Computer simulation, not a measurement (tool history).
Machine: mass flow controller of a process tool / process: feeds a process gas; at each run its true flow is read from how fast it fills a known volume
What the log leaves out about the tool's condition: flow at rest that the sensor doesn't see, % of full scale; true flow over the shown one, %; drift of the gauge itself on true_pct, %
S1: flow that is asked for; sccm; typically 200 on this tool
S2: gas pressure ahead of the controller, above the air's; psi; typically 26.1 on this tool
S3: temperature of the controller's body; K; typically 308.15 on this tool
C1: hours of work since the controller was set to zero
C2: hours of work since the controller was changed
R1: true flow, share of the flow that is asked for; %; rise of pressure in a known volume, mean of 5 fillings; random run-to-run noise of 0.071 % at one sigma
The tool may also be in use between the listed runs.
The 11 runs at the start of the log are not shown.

run 12 hour=1582.3 | S1=200 S2=26.1 S3=308.15 | C1=1573 C2=1573 | R1=100.36
run 13 hour=1734.6 | S1=200 S2=26.1 S3=308.15 | C1=1648 C2=1648 | R1=100.33
run 14 hour=1883.6 | S1=200 S2=30 S3=308.15 | C1=1720 C2=1720 | R1=100.35
run 15 hour=2049.4 | S1=200 S2=30 S3=308.15 | C1=1801 C2=1801 | R1=100.51
run 16 hour=2151.6 | S1=61 S2=26.1 S3=299.15 | C1=1850 C2=1850 | R1=99.19
run 17 hour=2329 | S1=87 S2=25.7 S3=303.15 | C1=1937 C2=1937 | R1=99.95
run 18 hour=2523.2 | S1=87 S2=25.7 S3=303.15 | C1=2031 C2=2031 | R1=99.99
run 19 hour=2648.1 | S1=87 S2=25.7 S3=303.15 | C1=2092 C2=2092 | R1=99.8
run 20 hour=2805.5 | S1=104 S2=38.3 S3=311.15 | C1=2169 C2=2169 | R1=100.33
run 21 hour=2994.7 | S1=104 S2=38.3 S3=311.15 | C1=2261 C2=2261 | R1=100.4
-- hour=3181.3 gauge calibrated
run 22 hour=3188.9 | S1=104 S2=38.3 S3=311.15 | C1=2355 C2=2355 | R1=98.76
run 23 hour=3338.8 | S1=104 S2=27 S3=311.15 | C1=2428 C2=2428 | R1=99.31
run 24 hour=3427.8 | S1=59 S2=25.5 S3=308.15 | C1=2472 C2=2472 | R1=98.85
run 25 hour=3594.2 | S1=144 S2=26.1 S3=307.15 | C1=2553 C2=2553 | R1=99.28
run 26 hour=3757.9 | S1=72 S2=30.2 S3=307.15 | C1=2632 C2=2632 | R1=98.85
run 27 hour=3953.8 | S1=72 S2=20.7 S3=309.15 | C1=2728 C2=2728 | R1=99.52
run 28 hour=4078.6 | S1=72 S2=20.7 S3=309.15 | C1=2788 C2=2788 | R1=99.77
run 29 hour=4164.1 | S1=59 S2=31.6 S3=309.15 | C1=2830 C2=2830 | R1=99.05
run 30 hour=4264.4 | S1=52 S2=31.6 S3=309.15 | C1=2879 C2=2879 | R1=99.18

Predict each of these 5 candidate next runs independently; none follows another, all start after run 30:
run A hour=4357.7 | S1=171 S2=31.6 S3=297.15 | C1=2924 C2=2924 | R1=?
run B hour=4357.7 | S1=466 S2=22 S3=309.15 | C1=2924 C2=2924 | R1=?
run C hour=4357.7 | S1=52 S2=32.8 S3=306.15 | C1=2924 C2=2924 | R1=?
run D hour=4357.7 | S1=52 S2=35 S3=302.15 | C1=2924 C2=2924 | R1=?
run E hour=4357.7 | S1=316 S2=26.1 S3=309.15 | C1=2924 C2=2924 | R1=?

run=A R1=98.87
run=B R1=101.79
run=C R1=98.98
run=D R1=98.54
run=E R1=100.77
With the hidden condition removed and each run's random variation left untouched, the same runs would have given:
run=A R1=98.18
run=B R1=101.09
run=C R1=98.28
run=D R1=97.85
run=E R1=100.07

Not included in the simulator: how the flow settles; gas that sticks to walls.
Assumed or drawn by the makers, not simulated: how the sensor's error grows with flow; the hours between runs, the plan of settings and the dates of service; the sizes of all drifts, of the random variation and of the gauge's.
